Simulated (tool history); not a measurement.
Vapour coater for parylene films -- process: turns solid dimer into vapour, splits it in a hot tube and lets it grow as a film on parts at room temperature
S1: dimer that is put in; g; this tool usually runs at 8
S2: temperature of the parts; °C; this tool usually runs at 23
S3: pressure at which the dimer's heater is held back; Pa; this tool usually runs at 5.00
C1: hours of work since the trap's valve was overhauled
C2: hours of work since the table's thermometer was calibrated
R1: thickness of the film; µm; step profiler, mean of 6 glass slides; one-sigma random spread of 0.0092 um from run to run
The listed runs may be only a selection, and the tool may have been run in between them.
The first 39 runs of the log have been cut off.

run   hour  S1  S2     S3   C1   C2     R1
 40  822.4   7  31   7.16  205  299  0.734
 41  838.5   5  23   5.00  216  310  0.790
 42  859.8   5  23   5.00  231  325  0.789
 43  885.2   4  29  11.78  249  342  0.408
 44  913.5   6  24   6.69  268  362  0.851
 45  936.9  10  30   3.94  284  378  1.230
     965.8  -- trap's valve overhauled
 46  966.0   3  33   4.66    0  395  0.326
 47  993.5  13  24   9.55   19  414  1.745

Run 48, settings as shown, results not yet in. Your forecast:
 48  1018.3   8  19  10.53  36  431   ?

Run 48 produced R1 1.264 µm.
Minus the tool's unlogged condition, the same run would have read R1 1.288 µm.

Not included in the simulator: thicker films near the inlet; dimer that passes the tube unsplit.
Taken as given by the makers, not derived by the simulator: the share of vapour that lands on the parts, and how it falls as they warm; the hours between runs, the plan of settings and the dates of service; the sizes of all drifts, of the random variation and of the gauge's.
